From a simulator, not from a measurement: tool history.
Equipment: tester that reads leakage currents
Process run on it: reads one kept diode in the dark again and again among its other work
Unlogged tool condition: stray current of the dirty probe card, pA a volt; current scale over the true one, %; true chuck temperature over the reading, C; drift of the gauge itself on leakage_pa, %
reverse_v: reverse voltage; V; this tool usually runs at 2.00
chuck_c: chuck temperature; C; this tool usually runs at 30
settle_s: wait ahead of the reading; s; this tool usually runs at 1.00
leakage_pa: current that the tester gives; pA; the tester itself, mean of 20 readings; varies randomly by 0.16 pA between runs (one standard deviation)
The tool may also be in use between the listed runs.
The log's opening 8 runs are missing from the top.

run	hour	reverse_v	chuck_c	settle_s	hours of work since the probe card was cleaned	hours of work since the tester was calibrated	hours of work since the chuck was calibrated	leakage_pa
9	479.8	2.00	30	1.00	803	1004	1507	56.74
10	557.1	2.00	30	1.00	865	1066	1568	57.07
11	626.5	2.00	30	1.00	920	1121	1624	57.66
12	668.1	2.00	30	1.00	953	1154	1657	57.56
13	726.1	2.00	30	1.00	1000	1200	1703	57.84
14	796.1	2.00	30	1.00	1055	1256	1759	58.42
15	854.2	2.00	30	2.05	1102	1302	1805	58.30
16	915.6	2.00	30	2.05	1151	1351	1854	58.30
17	949.9	2.00	30	1.00	1178	1379	1881	58.70
18	987.9	2.00	30	1.00	1208	1409	1912	58.94
19	1033.2	2.00	30	1.00	1244	1445	1948	59.50
20	1104.4	2.00	30	1.00	1301	1502	2005	59.38
21	1182.3	1.14	23	1.00	1363	1564	2067	27.98
22	1263.9	3.79	51	8.38	1428	1629	2132	318.85
# hour 1271.6: chuck's temperature calibrated
23	1335.2	3.79	51	8.38	1484	1684	51	333.68
24	1408.4	10.77	37	0.30	1542	1742	109	246.27
25	1462.2	10.77	37	0.30	1585	1785	152	248.21
26	1514.5	10.77	25	0.30	1626	1827	194	119.58
# hour 1553.3: chuck's temperature calibrated, once more
27	1558.1	2.00	26	0.45	1660	1860	4	41.22
28	1619.2	6.43	26	2.55	1708	1909	53	75.55
29	1673.6	6.43	26	2.55	1752	1952	96	75.86
30	1714.8	5.03	26	0.65	1784	1985	129	68.32
31	1793.4	1.05	56	1.32	1847	2048	191	207.27
32	1851.6	7.35	25	9.01	1894	2094	238	77.95
33	1889.4	7.35	25	9.01	1924	2124	268	78.44

What does the tool deliver on the next run?
34	1934.6	4.04	25	6.67	1960	2160	304	?

{"run 34": {"leakage_pa": 56.5}}
Minus the tool's unlogged condition, the same run would have read leakage_pa 48.92 pA.
